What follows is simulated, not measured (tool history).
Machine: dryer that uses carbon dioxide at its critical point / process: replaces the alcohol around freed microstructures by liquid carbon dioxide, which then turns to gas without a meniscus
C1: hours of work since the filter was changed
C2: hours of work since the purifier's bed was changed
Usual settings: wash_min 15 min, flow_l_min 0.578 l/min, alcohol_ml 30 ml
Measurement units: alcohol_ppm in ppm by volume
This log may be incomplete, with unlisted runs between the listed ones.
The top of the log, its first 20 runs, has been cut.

Run 21, hour 872.6: usual settings but wash_min 24 min, flow_l_min 0.621 l/min, alcohol_ml 74 ml; C1 87; C2 292. Result: alcohol_ppm 68 ppm by volume.
Run 22, hour 937.5: usual settings but alcohol_ml 21 ml; C1 109; C2 314. Result: alcohol_ppm 101 ppm by volume.
Run 23, hour 972.3: usual settings but flow_l_min 0.362 l/min, alcohol_ml 21 ml; C1 120; C2 325. Result: alcohol_ppm 438 ppm by volume.
Run 24, hour 1024.4: usual settings but flow_l_min 0.362 l/min, alcohol_ml 21 ml; C1 138; C2 343. Result: alcohol_ppm 440 ppm by volume.
Run 25, hour 1060.4: usual settings but flow_l_min 0.658 l/min, alcohol_ml 54 ml; C1 150; C2 355. Result: alcohol_ppm 110 ppm by volume.
Run 26, hour 1113.4: usual settings but wash_min 19 min; C1 167; C2 372. Result: alcohol_ppm 87 ppm by volume.
Run 27, hour 1170.0: usual settings but wash_min 20 min, flow_l_min 0.746 l/min; C1 186; C2 391. Result: alcohol_ppm 81 ppm by volume.
Run 28, hour 1216.2: usual settings but wash_min 20 min, flow_l_min 0.746 l/min; C1 202; C2 406. Result: alcohol_ppm 83 ppm by volume.
Run 29, hour 1278.8: usual settings but wash_min 12 min, flow_l_min 0.653 l/min, alcohol_ml 54 ml; C1 223; C2 427. Result: alcohol_ppm 245 ppm by volume.
Run 30, hour 1321.1: usual settings but wash_min 12 min, flow_l_min 0.653 l/min, alcohol_ml 54 ml; C1 237; C2 441. Result: alcohol_ppm 247 ppm by volume.

4 ways to go on from here, each from the tool as it stands after run 30. What would each give?
Run A, hour 1371.3: usual settings but wash_min 12 min, flow_l_min 0.435 l/min, alcohol_ml 47 ml; C1 253; C2 458. Result: alcohol_ppm ?.
Run B, hour 1371.3: usual settings but wash_min 12 min, flow_l_min 0.570 l/min, alcohol_ml 71 ml; C1 253; C2 458. Result: alcohol_ppm ?.
Run C, hour 1371.3: usual settings but wash_min 19 min, flow_l_min 0.548 l/min, alcohol_ml 102 ml; C1 253; C2 458. Result: alcohol_ppm ?.
Run D, hour 1371.3: usual settings but wash_min 12 min, flow_l_min 0.463 l/min, alcohol_ml 54 ml; C1 253; C2 458. Result: alcohol_ppm ?.

run  alcohol_ppm
  A         1117
  B          541
  C          127
  D          975
With the hidden condition removed and each run's random variation left untouched, the same runs would have given:
run  alcohol_ppm
  A          896
  B          379
  C           30
  D          767
